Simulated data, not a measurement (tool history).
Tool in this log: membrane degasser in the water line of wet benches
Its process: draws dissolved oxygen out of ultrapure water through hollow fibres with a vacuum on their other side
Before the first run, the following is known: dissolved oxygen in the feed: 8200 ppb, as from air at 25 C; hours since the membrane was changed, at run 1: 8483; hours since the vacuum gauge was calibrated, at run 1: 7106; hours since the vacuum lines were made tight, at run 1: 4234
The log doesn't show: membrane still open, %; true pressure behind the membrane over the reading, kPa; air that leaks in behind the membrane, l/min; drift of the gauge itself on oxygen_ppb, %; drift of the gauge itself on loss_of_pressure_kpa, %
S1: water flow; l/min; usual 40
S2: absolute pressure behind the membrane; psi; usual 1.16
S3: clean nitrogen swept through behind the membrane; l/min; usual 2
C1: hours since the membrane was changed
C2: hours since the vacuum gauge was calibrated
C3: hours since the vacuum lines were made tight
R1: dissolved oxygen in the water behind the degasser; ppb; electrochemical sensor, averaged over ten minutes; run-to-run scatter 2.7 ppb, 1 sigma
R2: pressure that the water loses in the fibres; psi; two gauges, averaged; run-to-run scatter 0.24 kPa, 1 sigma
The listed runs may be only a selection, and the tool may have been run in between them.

| run | day | S1 | S2 | S3 | C1 | C2 | C3 | R1 | R2 |
|---|---|---|---|---|---|---|---|---|---|
| 1 | 0 | 40 | 1.16 | 2 | 8483 | 7106 | 4234 | 273.8 | 9.343 |
| 2 | 4.55 | 40 | 1.16 | 2 | 8592 | 7215 | 4343 | 270.7 | 9.288 |
| 3 | 11.162 | 40 | 1.16 | 2 | 8751 | 7374 | 4502 | 268.9 | 9.342 |
| 4 | 15.729 | 40 | 1.16 | 1.76 | 8860 | 7484 | 4612 | 289.5 | 9.364 |
| 5 | 24.625 | 40 | 2.351 | 2 | 9074 | 7697 | 4825 | 609.5 | 9.306 |
| 6 | 33.842 | 40 | 2.351 | 2 | 9295 | 7918 | 5046 | 595.6 | 9.339 |
| 7 | 42.117 | 40 | 2.351 | 2 | 9494 | 8117 | 5245 | 602.4 | 9.248 |
|  | 48.638 | vacuum gauge calibrated |
| 8 | 49.608 | 40 | 2.351 | 2 | 9673 | 23 | 5424 | 595.4 | 9.253 |
| 9 | 55.404 | 46 | 1.144 | 5.27 | 9812 | 162 | 5563 | 189.4 | 10.656 |
| 10 | 60.121 | 42 | 1.16 | 2 | 9925 | 276 | 5677 | 290.8 | 9.774 |
| 11 | 66.204 | 58 | 2.123 | 1.72 | 10071 | 422 | 5823 | 909.4 | 13.435 |
| 12 | 74.679 | 58 | 2.123 | 1.72 | 10275 | 625 | 6026 | 895.1 | 13.529 |

Each row is a separate what-if for the run after 12, all from the same tool condition, not one after another. Results?
| A | 82.108 | 55 | 2.254 | 2 | 10453 | 803 | 6204 | ? | ? |
| B | 82.108 | 40 | 2.704 | 2 | 10453 | 803 | 6204 | ? | ? |
| C | 82.108 | 40 | 1.379 | 3.35 | 10453 | 803 | 6204 | ? | ? |
| D | 82.108 | 27 | 0.998 | 1.72 | 10453 | 803 | 6204 | ? | ? |

| run | R1 | R2 |
|---|---|---|
| A | 810.9 | 12.839 |
| B | 688.9 | 9.342 |
| C | 231 | 9.284 |
| D | 143.3 | 6.232 |
Had the tool no hidden state, the same runs would have come out as:
| run | R1 | R2 |
|---|---|---|
| A | 810.6 | 12.833 |
| B | 688.7 | 9.338 |
| C | 230.8 | 9.28 |
| D | 143.2 | 6.229 |
